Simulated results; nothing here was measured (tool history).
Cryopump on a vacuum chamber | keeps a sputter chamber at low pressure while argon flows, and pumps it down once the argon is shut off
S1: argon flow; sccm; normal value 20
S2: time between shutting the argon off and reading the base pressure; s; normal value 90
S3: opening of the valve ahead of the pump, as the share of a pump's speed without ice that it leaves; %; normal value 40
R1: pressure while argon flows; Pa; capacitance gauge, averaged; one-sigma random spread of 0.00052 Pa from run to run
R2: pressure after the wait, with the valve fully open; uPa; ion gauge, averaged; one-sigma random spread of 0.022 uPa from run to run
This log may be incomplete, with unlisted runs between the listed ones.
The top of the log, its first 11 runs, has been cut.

run,hour,S1,S2,S3,R1,R2
12,249.7,20,90,22,0.0701,1.38
13,274.8,20,90,22,0.071,1.31
14,298.6,20,90,22,0.0723,1.35
15,314,20,90,22,0.0716,1.38
16,340,20,90,22,0.0716,1.34
17,357.2,20,90,22,0.0724,1.4
18,381.8,12,21,22,0.0431,2.92
19,406.3,13,21,22,0.0463,2.93
20,428.7,20,23,40,0.0395,2.79
21,443.7,20,74,36,0.0451,1.48
22,461.9,10,269,20,0.0388,1.07
23,493.9,10,269,58,0.0145,1.12
24,521.7,10,269,24,0.0327,1.09
25,535.8,16,100,40,0.033,1.42
26,564.7,16,100,40,0.0323,1.36
27,590.7,22,22,57,0.0327,2.97
28,605.8,20,90,22,0.0725,1.45
29,622.6,20,90,55,0.0312,1.47
30,645.9,18,90,16,0.0885,1.46
31,662.6,14,64,23,0.0478,1.65
32,693.9,14,64,23,0.0488,1.63
33,713.5,10,44,15,0.0524,2.03
34,732.4,30,54,58,0.0443,1.76

Forecast each of these 4 alternatives for the next run:
A,758.7,30,111,16,?,?
B,758.7,30,21,16,?,?
C,758.7,12,133,22,?,?
D,758.7,13,90,40,?,?

run,R1,R2
A,0.1485,1.4
B,0.1478,2.98
C,0.0434,1.37
D,0.0259,1.55
Without the tool's unlogged condition, the same runs would have read:
run,R1,R2
A,0.1432,0.52
B,0.1426,2.1
C,0.0413,0.47
D,0.0237,0.63
